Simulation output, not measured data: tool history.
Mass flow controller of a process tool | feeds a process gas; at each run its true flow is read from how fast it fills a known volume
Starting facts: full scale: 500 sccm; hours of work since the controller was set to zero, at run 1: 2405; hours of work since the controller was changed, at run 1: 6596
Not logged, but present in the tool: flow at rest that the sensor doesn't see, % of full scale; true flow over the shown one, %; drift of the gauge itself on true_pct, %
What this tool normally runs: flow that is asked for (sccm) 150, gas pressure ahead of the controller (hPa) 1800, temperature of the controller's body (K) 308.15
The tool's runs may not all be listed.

run,hour,flow that is asked for (sccm),gas pressure ahead of the controller (hPa),temperature of the controller's body (K),hours of work since the controller was set to zero,hours of work since the controller was changed,true flow (%)
1,0,150,1800,308.15,2405,6596,97
2,379.3,150,1800,308.15,2650,6842,96.91
3,701.5,150,1800,308.15,2859,7051,96.73
4,1069.5,150,1800,308.15,3098,7290,96.94
5,1268.6,150,1800,308.15,3227,7419,96.84
6,1660.9,150,1800,308.15,3481,7673,96.77
7,1835,150,1800,308.15,3594,7786,96.77
8,2120.4,150,1800,308.15,3779,7971,96.91
9,2388.2,150,1800,308.15,3952,8144,97.1
# hour 2623.3: controller exchanged for a calibrated one
10,2646.2,150,1800,308.15,15,15,96.84
11,2917.1,150,1820,308.15,190,190,96.87
12,3259.4,150,1540,308.15,412,412,97
13,3600.8,150,1540,308.15,634,634,97.12
14,3916.2,52,1540,308.15,838,838,96.55
15,4185.3,52,1540,308.15,1012,1012,96.4
16,4449.2,150,1800,308.15,1183,1183,96.89
17,4857.6,150,1800,308.15,1448,1448,96.87
18,5124.9,150,1530,308.15,1621,1621,97
19,5408.9,150,1700,308.15,1805,1805,96.97
20,5575.8,150,1800,299.15,1914,1914,97.98
21,5902.7,150,1800,299.15,2125,2125,97.76
22,6114.7,150,1800,299.15,2263,2263,98.01
23,6468.1,150,1800,299.15,2492,2492,97.89
24,6858.6,150,1800,299.15,2745,2745,97.89
25,7104.1,154,2550,299.15,2904,2904,97.67
26,7371.1,150,1920,308.15,3077,3077,96.88
27,7579.7,150,1920,308.15,3212,3212,96.8
28,7948.5,102,1800,296.15,3451,3451,97.95
29,8273.5,102,1800,296.15,3662,3662,97.89
30,8588.7,88,1760,296.15,3866,3866,97.91
31,8915.3,330,2510,299.15,4078,4078,98.67
# hour 9000.2: controller's zero set anew
32,9257.5,330,2510,299.15,167,4300,98.61
33,9539.3,56,2510,299.15,349,4482,97.01
34,9762.9,200,2040,299.15,494,4627,98.1
35,10005.5,200,2040,299.15,652,4784,98.02
36,10348.5,86,1800,304.15,874,5007,96.89
37,10651,260,2640,302.15,1070,5203,97.77
38,10835.7,108,1800,313.15,1190,5322,96.12
39,11056.6,108,2710,313.15,1333,5466,95.63
40,11257.1,209,1780,312.15,1463,5596,96.72
41,11548.3,150,1800,311.15,1651,5784,96.58
42,11798.3,358,2300,312.15,1814,5946,97.45
43,12159.6,70,1600,312.15,2048,6180,95.95
44,12526.4,81,1800,308.15,2285,6418,96.45
45,12805.6,81,1800,308.15,2466,6599,96.5
46,13194.1,461,1800,308.15,2718,6851,98.75
47,13575.9,461,1800,308.15,2966,7098,98.84
48,13929.9,461,1800,308.15,3195,7328,98.67

Hidden state at the last listed run before each entry between runs and at the first one after, where it differs:
Runs 9 to 10: controller exchanged for a calibrated one (hour 2623.3)
  flow at rest that the sensor doesn't see, % of full scale: -0.006 -> -0.001; true flow over the shown one, %: 0.02 -> 0
Runs 31 to 32: controller's zero set anew (hour 9000.2)
  flow at rest that the sensor doesn't see, % of full scale: -0.006 -> 0

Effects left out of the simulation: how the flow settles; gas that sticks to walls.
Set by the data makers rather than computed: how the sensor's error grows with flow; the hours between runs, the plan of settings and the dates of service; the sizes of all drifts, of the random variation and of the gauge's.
